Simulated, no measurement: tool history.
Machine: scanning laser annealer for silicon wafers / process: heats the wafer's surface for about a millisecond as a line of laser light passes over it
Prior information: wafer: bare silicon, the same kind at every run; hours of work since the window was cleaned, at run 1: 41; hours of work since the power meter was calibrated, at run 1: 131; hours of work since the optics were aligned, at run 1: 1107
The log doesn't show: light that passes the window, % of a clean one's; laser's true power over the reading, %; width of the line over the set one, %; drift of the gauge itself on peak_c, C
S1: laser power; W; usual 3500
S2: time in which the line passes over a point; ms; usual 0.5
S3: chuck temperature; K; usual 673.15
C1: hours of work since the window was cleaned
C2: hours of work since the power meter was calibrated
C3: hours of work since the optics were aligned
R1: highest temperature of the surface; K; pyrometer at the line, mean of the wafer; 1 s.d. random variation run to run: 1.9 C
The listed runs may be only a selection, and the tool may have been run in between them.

{"run": 1, "hour": 0.0, "S1": 3500, "S2": 0.5, "S3": 673.15, "C1": 41, "C2": 131, "C3": 1107, "R1": 1368.15}
{"run": 2, "hour": 9.3, "S1": 3500, "S2": 0.38, "S3": 673.15, "C1": 46, "C2": 136, "C3": 1112, "R1": 1286.15}
{"run": 3, "hour": 15.0, "S1": 3500, "S2": 0.38, "S3": 673.15, "C1": 49, "C2": 139, "C3": 1115, "R1": 1282.15}
{"run": 4, "hour": 20.6, "S1": 3837, "S2": 0.5, "S3": 673.15, "C1": 51, "C2": 142, "C3": 1118, "R1": 1445.15}
{"run": 5, "hour": 28.4, "S1": 3500, "S2": 0.484, "S3": 673.15, "C1": 55, "C2": 146, "C3": 1122, "R1": 1356.15}
{"run": 6, "hour": 39.3, "S1": 3500, "S2": 0.5, "S3": 673.15, "C1": 61, "C2": 151, "C3": 1127, "R1": 1365.15}
{"run": 7, "hour": 45.9, "S1": 3500, "S2": 0.5, "S3": 637.15, "C1": 64, "C2": 155, "C3": 1131, "R1": 1329.15}
{"hour": 54.6, "done": "optics aligned, line set to its width"}
{"run": 8, "hour": 62.9, "S1": 3500, "S2": 0.5, "S3": 637.15, "C1": 70, "C2": 161, "C3": 4, "R1": 1342.15}
{"run": 9, "hour": 73.8, "S1": 3500, "S2": 0.5, "S3": 637.15, "C1": 76, "C2": 166, "C3": 10, "R1": 1341.15}
{"run": 10, "hour": 80.8, "S1": 3500, "S2": 0.5, "S3": 637.15, "C1": 79, "C2": 170, "C3": 13, "R1": 1341.15}
{"run": 11, "hour": 89.9, "S1": 3500, "S2": 0.5, "S3": 673.15, "C1": 84, "C2": 174, "C3": 18, "R1": 1374.15}
{"run": 12, "hour": 98.0, "S1": 3500, "S2": 0.54, "S3": 673.15, "C1": 88, "C2": 178, "C3": 22, "R1": 1401.15}
{"run": 13, "hour": 107.1, "S1": 3500, "S2": 0.5, "S3": 673.15, "C1": 93, "C2": 183, "C3": 27, "R1": 1377.15}
{"run": 14, "hour": 119.6, "S1": 3500, "S2": 0.5, "S3": 673.15, "C1": 99, "C2": 189, "C3": 33, "R1": 1374.15}
{"run": 15, "hour": 131.3, "S1": 3500, "S2": 0.5, "S3": 673.15, "C1": 105, "C2": 195, "C3": 39, "R1": 1372.15}
{"run": 16, "hour": 142.3, "S1": 3500, "S2": 0.5, "S3": 673.15, "C1": 111, "C2": 201, "C3": 44, "R1": 1375.15}
{"run": 17, "hour": 151.3, "S1": 3500, "S2": 0.5, "S3": 673.15, "C1": 115, "C2": 205, "C3": 49, "R1": 1374.15}
{"run": 18, "hour": 157.1, "S1": 3500, "S2": 0.5, "S3": 700.15, "C1": 118, "C2": 208, "C3": 52, "R1": 1399.15}
{"run": 19, "hour": 166.4, "S1": 3500, "S2": 0.5, "S3": 700.15, "C1": 123, "C2": 213, "C3": 57, "R1": 1403.15}
{"hour": 170.5, "done": "laser's power meter calibrated"}
{"run": 20, "hour": 180.1, "S1": 3719, "S2": 0.618, "S3": 661.15, "C1": 128, "C2": 5, "C3": 62, "R1": 1492.15}
{"run": 21, "hour": 189.4, "S1": 3500, "S2": 0.415, "S3": 697.15, "C1": 133, "C2": 10, "C3": 67, "R1": 1340.15}
{"run": 22, "hour": 200.4, "S1": 3500, "S2": 0.415, "S3": 697.15, "C1": 139, "C2": 15, "C3": 72, "R1": 1339.15}
{"run": 23, "hour": 205.8, "S1": 3387, "S2": 0.51, "S3": 696.15, "C1": 141, "C2": 18, "C3": 75, "R1": 1377.15}
{"hour": 215.7, "done": "laser's power meter calibrated, once more"}
{"run": 24, "hour": 215.9, "S1": 3387, "S2": 0.51, "S3": 696.15, "C1": 145, "C2": 0, "C3": 79, "R1": 1367.15}
{"run": 25, "hour": 225.7, "S1": 3387, "S2": 0.51, "S3": 696.15, "C1": 150, "C2": 5, "C3": 84, "R1": 1369.15}
{"run": 26, "hour": 233.0, "S1": 3387, "S2": 0.51, "S3": 696.15, "C1": 154, "C2": 9, "C3": 87, "R1": 1371.15}
{"run": 27, "hour": 239.3, "S1": 3021, "S2": 0.5, "S3": 639.15, "C1": 157, "C2": 12, "C3": 91, "R1": 1223.15}
{"run": 28, "hour": 250.8, "S1": 3783, "S2": 0.599, "S3": 644.15, "C1": 163, "C2": 18, "C3": 96, "R1": 1466.15}

Here are 5 independent what-if runs from the current tool condition. What would each one return?
{"run": "A", "hour": 256.2, "S1": 3449, "S2": 0.599, "S3": 644.15, "C1": 165, "C2": 21, "C3": 99, "R1": "?"}
{"run": "B", "hour": 256.2, "S1": 3299, "S2": 0.41, "S3": 661.15, "C1": 165, "C2": 21, "C3": 99, "R1": "?"}
{"run": "C", "hour": 256.2, "S1": 3391, "S2": 0.558, "S3": 644.15, "C1": 165, "C2": 21, "C3": 99, "R1": "?"}
{"run": "D", "hour": 256.2, "S1": 3500, "S2": 0.518, "S3": 673.15, "C1": 165, "C2": 21, "C3": 99, "R1": "?"}
{"run": "E", "hour": 256.2, "S1": 3081, "S2": 0.599, "S3": 649.15, "C1": 165, "C2": 21, "C3": 99, "R1": "?"}

run=A R1=1383.15
run=B R1=1249.15
run=C R1=1347.15
run=D R1=1376.15
run=E R1=1304.15
What these runs would have given with no unlogged condition in the tool:
run=A R1=1405.15
run=B R1=1267.15
run=C R1=1368.15
run=D R1=1397.15
run=E R1=1324.15
